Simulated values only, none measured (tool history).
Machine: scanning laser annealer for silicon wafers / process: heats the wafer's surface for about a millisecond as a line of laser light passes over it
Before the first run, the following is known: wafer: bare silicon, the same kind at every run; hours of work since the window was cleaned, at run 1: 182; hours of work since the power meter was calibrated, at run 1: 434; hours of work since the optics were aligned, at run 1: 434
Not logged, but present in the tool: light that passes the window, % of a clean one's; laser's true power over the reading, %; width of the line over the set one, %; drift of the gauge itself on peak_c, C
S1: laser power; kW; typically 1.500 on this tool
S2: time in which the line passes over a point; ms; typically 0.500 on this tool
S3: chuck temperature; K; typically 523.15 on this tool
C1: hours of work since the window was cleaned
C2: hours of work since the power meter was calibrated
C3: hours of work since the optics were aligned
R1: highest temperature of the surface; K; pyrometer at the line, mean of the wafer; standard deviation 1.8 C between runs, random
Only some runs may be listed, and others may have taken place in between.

run	hour	S1	S2	S3	C1	C2	C3	R1
1	0.0	1.500	0.500	523.15	182	434	434	1331.15
2	64.3	1.500	0.500	523.15	223	476	476	1325.15
3	118.2	1.500	0.480	523.15	258	511	511	1308.15
4	191.7	1.500	0.480	523.15	306	558	558	1303.15
5	257.7	1.500	0.480	523.15	348	601	601	1302.15
6	318.3	1.500	0.480	523.15	387	640	640	1300.15
7	387.2	1.500	0.480	523.15	432	685	685	1293.15
8	456.3	1.500	0.480	523.15	477	729	729	1289.15
9	508.3	1.500	0.480	523.15	510	763	763	1292.15
10	581.4	1.500	0.375	523.15	558	810	810	1184.15
# hour 620.4: window over the wafer cleaned
11	667.0	1.500	0.373	523.15	30	864	864	1209.15
12	719.8	1.500	0.373	523.15	64	898	898	1206.15
13	754.9	1.500	0.500	523.15	87	921	921	1329.15
14	818.0	1.500	0.500	523.15	128	962	962	1326.15
15	881.2	1.500	0.500	523.15	169	1003	1003	1325.15
16	938.3	1.463	0.500	523.15	206	1040	1040	1294.15
17	986.4	1.446	0.500	523.15	237	1071	1071	1281.15
18	1041.6	1.446	0.500	559.15	272	1107	1107	1316.15
19	1102.7	1.446	0.500	495.15	312	1146	1146	1253.15
20	1168.2	1.296	0.605	523.15	354	1188	1188	1250.15
# hour 1251.3: optics aligned, line set to its width
21	1251.3	1.509	0.477	524.15	405	1239	0	1319.15
22	1331.7	1.509	0.477	524.15	457	1291	52	1315.15
23	1415.6	1.509	0.477	524.15	511	1345	106	1311.15
24	1461.8	1.381	0.369	523.15	541	1375	136	1124.15
25	1501.5	1.542	0.549	523.15	567	1401	162	1397.15
# hour 1527.6: window over the wafer cleaned
26	1569.3	1.297	0.477	523.15	27	1443	204	1188.15
27	1623.9	1.297	0.586	551.15	62	1479	240	1300.15
28	1686.5	1.522	0.500	516.15	103	1519	280	1353.15
29	1772.1	1.277	0.500	516.15	158	1574	335	1180.15
30	1826.0	1.277	0.500	516.15	193	1609	370	1177.15
31	1900.8	1.277	0.500	516.15	241	1658	419	1173.15
32	1956.7	1.598	0.500	556.15	277	1694	455	1437.15
33	2027.0	1.581	0.364	498.15	323	1739	500	1218.15
34	2106.4	1.500	0.416	486.15	374	1791	552	1207.15
35	2157.2	1.486	0.425	555.15	407	1823	584	1273.15
36	2220.4	1.485	0.500	506.15	448	1864	625	1294.15
37	2293.9	1.485	0.500	506.15	496	1912	673	1292.15
38	2335.5	1.456	0.500	523.15	522	1939	700	1283.15

Measured result minus the same run's result without the hidden state. Both carry the same run-to-run variation, though not necessarily the same gauge scatter:
run	R1
1	-20.00
2	-23.00
3	-25.00
4	-28.00
5	-31.00
6	-33.00
7	-37.00
8	-40.00
9	-42.00
10	-39.00
11	-14.00
12	-17.00
13	-21.00
14	-24.00
15	-27.00
16	-29.00
17	-30.00
18	-32.00
19	-34.00
20	-36.00
21	-18.00
22	-21.00
23	-25.00
24	-21.00
25	-31.00
26	-1.00
27	-3.00
28	-7.00
29	-9.00
30	-11.00
31	-13.00
32	-21.00
33	-19.00
34	-23.00
35	-25.00
36	-31.00
37	-33.00
38	-34.00
